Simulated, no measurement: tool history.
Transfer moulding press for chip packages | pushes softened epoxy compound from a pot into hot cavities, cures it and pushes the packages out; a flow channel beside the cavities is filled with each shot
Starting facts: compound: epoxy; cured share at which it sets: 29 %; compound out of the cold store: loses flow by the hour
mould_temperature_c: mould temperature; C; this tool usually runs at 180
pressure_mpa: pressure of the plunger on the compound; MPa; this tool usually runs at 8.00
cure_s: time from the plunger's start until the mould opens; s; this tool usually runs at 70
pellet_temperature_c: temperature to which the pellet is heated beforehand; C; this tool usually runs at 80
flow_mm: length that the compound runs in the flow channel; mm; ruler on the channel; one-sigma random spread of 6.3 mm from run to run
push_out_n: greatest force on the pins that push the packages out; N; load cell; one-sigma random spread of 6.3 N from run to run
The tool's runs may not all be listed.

run     day  mould_temperature_c  pressure_mpa  cure_s  pellet_temperature_c  incoming compound's hours out of the cold store  flow_mm  push_out_n
  1   0.000                  180          8.00      70                    80                                             23.6      584         292
  2   0.792                  180          8.00      70                    80                                             45.1      500         313
      1.138  -- cavities cleaned with cleaning compound and waxed
  3   1.512                  180          8.00      70                    80                                              8.5      651         276
  4   2.133                  180          8.00      70                    80                                             29.7      558         290
  5   3.021                  180          8.00      70                    80                                             39.1      512         314
      3.804  -- cavities cleaned with cleaning compound and waxed
  6   4.308                  180          8.00      70                    80                                             44.5      486         258
  7   4.942                  180          8.00      70                    80                                              9.6      640         314
  8   6.079                  180          8.00      70                    80                                             11.9      615         345
      6.421  -- cavities cleaned with cleaning compound and waxed
  9   6.712                  180          8.00      70                    80                                             10.8      623         247
      7.125  -- plunger's sealing rings changed
 10   7.925                  180          8.00      70                    80                                             13.1      682         318
 11   8.558                  180          8.00      70                    80                                             37.8      559         317
      9.162  -- cavities cleaned with cleaning compound and waxed
 12   9.800                  180          8.00      70                    80                                             22.9      642         267
 13  10.817                  180          8.00      70                    80                                              8.8      693         324
 14  11.629                  180          8.00     101                    80                                             40.5      551         297
     11.800  -- cavities cleaned with cleaning compound and waxed
 15  12.783                  180          8.00      74                    79                                             37.2      555         274
 16  13.771                  173          8.00      74                    80                                             30.8      597         443
     14.433  -- cavities cleaned with cleaning compound and waxed
 17  14.746                  173          8.00      74                    80                                             28.8      624         324
 18  15.879                  183          8.00      57                    81                                             45.8      508         327
 19  16.921                  186          8.00      80                    81                                             46.4      491         295
     17.083  -- cavities cleaned with cleaning compound and waxed
 20  17.800                  188          8.47      53                    85                                             41.6      526         276
 21  18.512                  188          8.47      53                    85                                             15.1      620         309
 22  19.092                  186          6.25      55                    78                                             27.7      494         343
     19.696  -- cavities cleaned with cleaning compound and waxed
 23  20.104                  184          8.00      70                    80                                             22.3      589         224
 24  20.812                  184          6.96      70                    80                                             11.4      601         261
 25  21.733                  184          6.96      92                    86                                             42.1      462         269
     22.329  -- cavities cleaned with cleaning compound and waxed
 26  22.638                  179          6.96      60                    87                                             13.2      586         357
 27  23.317                  188          8.00      70                    73                                              9.2      633         253
 28  24.417                  176          8.00      70                    80                                             46.0      512         369

4 ways to go on from here, each from the tool as it stands after run 28. What would each give?
     24.950  -- cavities cleaned with cleaning compound and waxed
  A  25.446                  179          8.00      75                    80                                             15.3        ?           ?
     24.950  -- cavities cleaned with cleaning compound and waxed
  B  25.446                  182          6.52      70                    75                                             17.8        ?           ?
     24.950  -- cavities cleaned with cleaning compound and waxed
  C  25.446                  176          8.00     103                    80                                             19.4        ?           ?
     24.950  -- cavities cleaned with cleaning compound and waxed
  D  25.446                  176          8.00      70                    79                                              8.9        ?           ?

run  flow_mm  push_out_n
  A      613         251
  B      531         242
  C      618         223
  D      660         344
Take away the tool's hidden state, keep each run's random variation, and the runs would have read:
run  flow_mm  push_out_n
  A      679         227
  B      589         216
  C      685         192
  D      733         328

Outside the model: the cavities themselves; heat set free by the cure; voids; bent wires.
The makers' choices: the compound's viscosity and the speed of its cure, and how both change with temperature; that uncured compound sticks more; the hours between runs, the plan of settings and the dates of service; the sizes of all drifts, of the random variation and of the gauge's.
